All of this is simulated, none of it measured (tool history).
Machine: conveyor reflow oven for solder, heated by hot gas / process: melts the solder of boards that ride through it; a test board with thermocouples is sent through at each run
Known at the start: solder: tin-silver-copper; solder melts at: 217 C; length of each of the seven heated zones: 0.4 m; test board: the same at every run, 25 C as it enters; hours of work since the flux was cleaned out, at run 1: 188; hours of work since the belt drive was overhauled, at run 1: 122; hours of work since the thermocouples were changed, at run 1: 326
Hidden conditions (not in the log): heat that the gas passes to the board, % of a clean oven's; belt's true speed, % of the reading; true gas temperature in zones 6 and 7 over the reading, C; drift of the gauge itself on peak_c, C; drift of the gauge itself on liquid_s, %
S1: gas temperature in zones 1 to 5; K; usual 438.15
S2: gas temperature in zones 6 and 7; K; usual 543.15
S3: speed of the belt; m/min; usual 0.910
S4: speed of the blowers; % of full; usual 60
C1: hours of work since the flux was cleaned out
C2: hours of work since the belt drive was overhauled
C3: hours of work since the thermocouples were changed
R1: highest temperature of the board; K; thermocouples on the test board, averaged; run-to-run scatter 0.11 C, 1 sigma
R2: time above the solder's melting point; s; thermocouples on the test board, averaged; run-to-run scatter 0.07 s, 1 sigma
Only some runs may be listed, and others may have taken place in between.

run,day,S1,S2,S3,S4,C1,C2,C3,R1,R2
1,0.000,438.15,543.15,0.910,60,188,122,326,518.75,32.44
2,0.725,438.15,543.15,0.910,60,196,130,333,518.75,32.50
3,1.617,438.15,543.15,0.910,60,205,139,343,518.75,32.54
4,2.733,438.15,543.15,0.910,60,217,151,355,518.25,32.37
5,3.517,438.15,543.15,0.910,60,225,159,363,518.25,32.27
6,4.517,438.15,548.15,0.910,60,236,170,373,522.45,34.74
7,5.088,438.15,548.15,0.910,60,242,176,379,522.25,34.73
8,6.246,438.15,548.15,0.910,60,254,188,391,522.35,34.81
9,6.779,438.15,548.15,0.910,90,259,193,397,531.05,40.40
# day 7.725: flux residue cleaned out of gas plates and filters
10,7.821,438.15,551.15,0.910,61,1,202,406,524.55,35.84
11,8.508,438.15,551.15,0.910,61,8,209,413,524.25,35.90
12,9.533,451.15,551.15,0.813,61,19,220,424,531.55,48.07
# day 10.221: flux residue cleaned out of gas plates and filters, once more
13,10.725,441.15,554.15,0.904,89,5,231,434,539.15,44.70
14,11.392,441.15,554.15,0.904,60,12,238,441,530.05,39.99
15,12.354,423.15,555.15,0.910,60,22,248,451,526.85,34.46

The next listed run, before its measurement:
16,13.396,423.15,557.15,0.910,52,33,259,462,?,?

R1: 524.15 K
R2: 32.56 s
Take away the tool's hidden state, keep the run-to-run variation as it was, and the same run would have given R1 525.25 K, R2 32.95 s.

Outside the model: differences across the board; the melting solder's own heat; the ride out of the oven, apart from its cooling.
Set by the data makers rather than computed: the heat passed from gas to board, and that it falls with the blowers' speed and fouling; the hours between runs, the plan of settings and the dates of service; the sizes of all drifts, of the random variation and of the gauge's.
